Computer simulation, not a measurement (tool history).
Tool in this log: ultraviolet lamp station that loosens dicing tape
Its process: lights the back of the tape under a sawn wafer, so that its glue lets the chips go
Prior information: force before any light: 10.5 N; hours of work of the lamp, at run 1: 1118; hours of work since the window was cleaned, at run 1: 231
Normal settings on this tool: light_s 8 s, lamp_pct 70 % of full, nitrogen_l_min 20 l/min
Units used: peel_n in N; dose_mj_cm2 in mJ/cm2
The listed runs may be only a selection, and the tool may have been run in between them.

run,hour,light_s,lamp_pct,nitrogen_l_min,hours of work of the lamp,hours of work since the window was cleaned,peel_n,dose_mj_cm2
1,0.0,8,70,20,1118,231,0.568,447
2,71.3,8,70,20,1148,261,0.584,451
3,142.0,8,70,20,1177,290,0.563,447
4,187.3,8,70,20,1196,309,0.572,445
5,254.5,8,70,20,1224,337,0.579,444
6,305.3,8,70,20,1245,358,0.551,443
7,368.0,8,70,20,1271,384,0.575,446
8,438.3,16,70,20,1300,413,0.193,893
9,508.3,16,70,20,1329,442,0.180,895
10,561.1,16,70,20,1351,464,0.183,890
# hour 581.2: window cleaned of glue's vapour
11,593.2,8,90,20,1364,5,0.313,572
12,664.1,16,74,32,1393,34,0.165,949
13,734.7,9,100,20,1423,64,0.216,716
14,785.0,4,87,20,1444,85,1.575,277
15,831.5,8,64,13,1463,104,0.867,409
16,874.6,8,71,9,1481,122,0.848,453
17,950.6,10,77,9,1512,153,0.440,615
18,985.9,5,98,9,1527,168,1.180,395
19,1040.6,4,98,12,1550,191,1.505,314
20,1087.0,9,98,12,1569,210,0.274,703
21,1154.2,8,99,8,1597,238,0.430,630
22,1208.2,4,88,8,1619,260,2.197,280

Alternative continuations, all from the tool just after run 22; predict every row:
A,1277.1,15,70,20,1648,289,?,?
B,1277.1,6,88,16,1648,289,?,?
C,1277.1,14,96,9,1648,289,?,?
D,1277.1,8,66,9,1648,289,?,?

run,peel_n,dose_mj_cm2
A,0.196,843
B,0.750,418
C,0.185,1063
D,0.999,427
Without the tool's unlogged condition, the same runs would have read:
run,peel_n,dose_mj_cm2
A,0.195,844
B,0.747,419
C,0.185,1065
D,0.995,428
